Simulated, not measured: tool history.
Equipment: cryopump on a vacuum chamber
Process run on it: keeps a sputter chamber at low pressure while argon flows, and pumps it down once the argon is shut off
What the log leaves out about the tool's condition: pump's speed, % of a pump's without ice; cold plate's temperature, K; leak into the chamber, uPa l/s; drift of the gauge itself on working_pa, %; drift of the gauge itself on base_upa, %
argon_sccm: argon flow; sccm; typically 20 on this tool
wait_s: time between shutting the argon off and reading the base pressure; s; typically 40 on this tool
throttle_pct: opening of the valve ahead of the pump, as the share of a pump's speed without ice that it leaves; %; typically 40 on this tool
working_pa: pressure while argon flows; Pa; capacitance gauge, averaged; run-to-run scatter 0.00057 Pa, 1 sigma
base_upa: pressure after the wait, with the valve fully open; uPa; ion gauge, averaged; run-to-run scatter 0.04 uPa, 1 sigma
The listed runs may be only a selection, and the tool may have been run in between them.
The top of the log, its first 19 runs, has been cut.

run,hour,argon_sccm,wait_s,throttle_pct,hours of work since the pump was warmed up and emptied,hours of work since the cold head was overhauled,hours of work since the chamber's fittings were tightened,working_pa,base_upa
20,266.4,12,82,57,27,424,460,0.0274,1.35
21,284.8,11,22,25,35,432,467,0.0586,4.15
22,299.1,8,40,16,41,438,473,0.0673,2.43
23,316.3,15,137,24,48,445,481,0.0823,0.93
24,334.3,20,118,37,56,453,488,0.0719,1.04
25,342.5,20,20,31,60,456,492,0.0856,4.44
26,354.1,20,80,40,65,461,497,0.0677,1.38
27,370.1,27,40,58,71,468,504,0.0631,2.46
28,378.9,27,40,58,75,472,507,0.0635,2.41
29,390.7,27,40,58,80,477,512,0.0627,2.36
30,402.7,16,40,40,85,482,517,0.0535,2.43
31,419.3,33,40,49,92,489,525,0.0922,2.46
32,438.7,29,182,56,101,497,533,0.069,0.77
33,452.1,29,182,56,106,503,538,0.0714,0.8
34,466.3,19,182,27,112,509,545,0.0945,0.78

Here are 3 independent what-if runs from the current tool condition. What would each one return?
A,485.7,20,72,40,121,517,553,?,?
B,485.7,19,182,41,121,517,553,?,?
C,485.7,10,161,40,121,517,553,?,?

run,working_pa,base_upa
A,0.0681,1.51
B,0.062,0.81
C,0.0341,0.79
The same runs, with their run-to-run variation unchanged, on a tool lacking any hidden condition would have given:
run,working_pa,base_upa
A,0.0665,1.41
B,0.0605,0.71
C,0.0333,0.7
